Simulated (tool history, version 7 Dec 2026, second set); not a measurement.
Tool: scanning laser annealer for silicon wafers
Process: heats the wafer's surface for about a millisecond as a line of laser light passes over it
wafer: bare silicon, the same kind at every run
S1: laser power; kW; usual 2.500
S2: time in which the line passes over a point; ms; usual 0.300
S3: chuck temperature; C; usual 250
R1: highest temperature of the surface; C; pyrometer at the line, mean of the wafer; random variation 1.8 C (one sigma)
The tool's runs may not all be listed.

run	hour	S1	S2	S3	R1
1	0.0	2.500	0.300	250	974
2	29.3	2.500	0.332	250	1011
3	70.9	2.500	0.332	250	1008
4	97.5	2.500	0.332	250	1010
5	129.2	2.500	0.332	250	1008
6	169.4	2.500	0.332	250	1008
7	190.4	2.500	0.332	250	1008
8	212.3	2.500	0.217	250	852
# hour 218.1: window over the wafer cleaned
9	258.6	2.132	0.352	259	886
10	294.0	2.500	0.302	250	950
11	315.6	2.191	0.276	259	825
12	343.8	2.735	0.355	224	1070
13	361.6	2.735	0.355	224	1075
14	399.2	2.735	0.249	224	929
# hour 413.3: window over the wafer cleaned, once more
15	431.1	2.343	0.369	241	1010

Forecast each of these 4 alternatives for the next run:
A	468.8	2.318	0.326	231	?
B	468.8	2.313	0.300	249	?
C	468.8	2.499	0.216	236	?
D	468.8	2.289	0.255	211	?

run	R1
A	937
B	923
C	861
D	824
Without the tool's hidden state the same runs would have given:
run	R1
A	949
B	934
C	871
D	834
